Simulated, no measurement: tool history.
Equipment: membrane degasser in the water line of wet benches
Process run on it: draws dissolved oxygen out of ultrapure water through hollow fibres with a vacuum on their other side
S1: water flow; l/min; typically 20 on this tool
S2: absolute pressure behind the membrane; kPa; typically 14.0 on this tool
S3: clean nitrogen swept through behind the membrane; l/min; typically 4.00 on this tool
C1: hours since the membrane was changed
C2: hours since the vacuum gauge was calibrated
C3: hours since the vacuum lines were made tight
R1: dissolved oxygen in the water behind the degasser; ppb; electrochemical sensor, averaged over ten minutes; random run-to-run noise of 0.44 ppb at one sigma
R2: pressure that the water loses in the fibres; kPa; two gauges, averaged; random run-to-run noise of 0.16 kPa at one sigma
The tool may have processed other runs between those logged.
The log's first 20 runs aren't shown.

run,hour,S1,S2,S3,C1,C2,C3,R1,R2
21,2098.5,20,10.4,1.66,5262,501,2778,210.7,66.00
22,2168.6,20,10.4,1.66,5332,571,2848,209.9,66.13
23,2280.0,14,14.0,7.22,5444,682,2959,55.7,45.99
24,2381.4,20,14.0,3.39,5545,783,3061,164.5,66.00
25,2439.3,20,14.0,3.39,5603,841,3118,165.0,65.87
26,2564.2,19,18.2,2.58,5728,966,3243,270.0,62.54
27,2685.7,22,9.4,9.78,5849,1088,3365,51.1,72.72
28,2787.1,26,10.8,2.12,5951,1189,3466,237.9,85.89
29,2847.7,17,12.0,6.22,6011,1250,3527,67.4,56.33
30,2972.0,17,30.8,6.22,6136,1374,3651,192.0,56.38
31,3104.0,15,14.0,6.01,6268,1506,3783,72.1,49.59
32,3191.7,32,22.1,11.44,6355,1594,3871,173.6,105.76

What if the next run were any one of these 4? Each begins from the tool's condition after run 32:
A,3298.6,20,14.0,4.90,6462,1701,3978,?,?
B,3298.6,32,22.1,6.87,6462,1701,3978,?,?
C,3298.6,20,14.0,1.62,6462,1701,3978,?,?
D,3298.6,20,14.0,11.95,6462,1701,3978,?,?

run,R1,R2
A,120.5,66.29
B,255.1,105.81
C,315.3,66.37
D,57.6,66.40
Had the tool no hidden state, the same runs would have come out as:
run,R1,R2
A,117.5,65.02
B,249.2,103.78
C,310.4,65.10
D,55.5,65.14
